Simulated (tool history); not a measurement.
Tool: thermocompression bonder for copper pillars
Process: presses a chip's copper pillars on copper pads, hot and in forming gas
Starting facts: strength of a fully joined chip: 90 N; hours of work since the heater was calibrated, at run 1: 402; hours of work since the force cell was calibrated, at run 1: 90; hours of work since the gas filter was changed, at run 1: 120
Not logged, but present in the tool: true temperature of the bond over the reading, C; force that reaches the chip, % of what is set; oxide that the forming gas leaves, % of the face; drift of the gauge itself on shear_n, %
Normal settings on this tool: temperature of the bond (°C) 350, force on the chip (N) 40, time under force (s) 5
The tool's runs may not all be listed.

run	hour	temperature of the bond (°C)	force on the chip (N)	time under force (s)	hours of work since the heater was calibrated	hours of work since the force cell was calibrated	hours of work since the gas filter was changed	force that shears a chip off (N)
1	0	350	40	5	402	90	120	63.9
2	13.5	350	40	5	408	96	127	62.6
3	27.4	350	40	5	415	103	134	63.4
4	40.2	350	40	5	422	110	141	62.9
5	47.6	350	40	5	426	114	145	63.9
6	54.1	350	40	5	429	117	148	62.2
7	64.8	333	40	5	434	122	153	55.1
8	79	331	40	5	442	129	160	52.5
9	88.7	331	40	5	446	134	165	52.5
10	101.3	350	40	5	453	141	172	62.2
11	108.1	376	40	5	456	144	175	74.5
12	121.2	350	47	5	463	151	182	65.6
13	130.4	350	47	5	468	155	186	67
14	144.7	350	47	5	475	163	194	66.3
15	158.5	350	47	5	482	170	201	65.4
16	172.7	341	47	3	489	177	208	53.2
17	182.3	364	55	4	494	182	213	71.6
18	192.5	347	44	5	499	187	218	63.7
19	201.6	347	39	3	504	191	222	52.4
20	214.1	347	39	3	510	198	229	52
21	222.7	338	30	11	514	202	233	62.1
# hour 225.4: heater calibrated with a thermocouple chip
22	236.3	380	42	14	6	208	239	83.1
23	250.7	339	57	6	13	215	246	67.4
24	258.2	363	30	7	17	219	250	68.1
# hour 264.9: heater calibrated with a thermocouple chip, once more
25	275	363	30	7	5	226	257	66.3
26	288	353	38	3	12	233	264	52.6
27	297.6	353	38	3	16	238	269	52.7
28	306.9	339	27	10	21	243	273	57
29	317.7	342	43	10	27	248	279	68.4
30	323.9	367	40	5	30	251	282	68.6

A few steps of force that shears a chip off (N) between consecutive runs. Split each: what settings, incoming material and random variation would produce without the hidden state, and what is left over for the hidden state, along with gauge scatter present in only one of the two compared results (measured, and without hidden state):
Run 16 -> 17: temperature of the bond (°C) 341 -> 364, force on the chip (N) 47 -> 55, time under force (s) 3 -> 4. force that shears a chip off (N) +18.4: hidden state -1, all else +19.4.
Run 21 -> 22: temperature of the bond (°C) 338 -> 380, force on the chip (N) 30 -> 42, time under force (s) 11 -> 14, heater calibrated with a thermocouple chip. force that shears a chip off (N) +21: hidden state -1.6, all else +22.6.
Run 22 -> 23: temperature of the bond (°C) 380 -> 339, force on the chip (N) 42 -> 57, time under force (s) 14 -> 6. force that shears a chip off (N) -15.7: hidden state +2.1, all else -17.8.
Run 24 -> 25: heater calibrated with a thermocouple chip, once more. force that shears a chip off (N) -1.8: hidden state -2.6, all else +0.8.

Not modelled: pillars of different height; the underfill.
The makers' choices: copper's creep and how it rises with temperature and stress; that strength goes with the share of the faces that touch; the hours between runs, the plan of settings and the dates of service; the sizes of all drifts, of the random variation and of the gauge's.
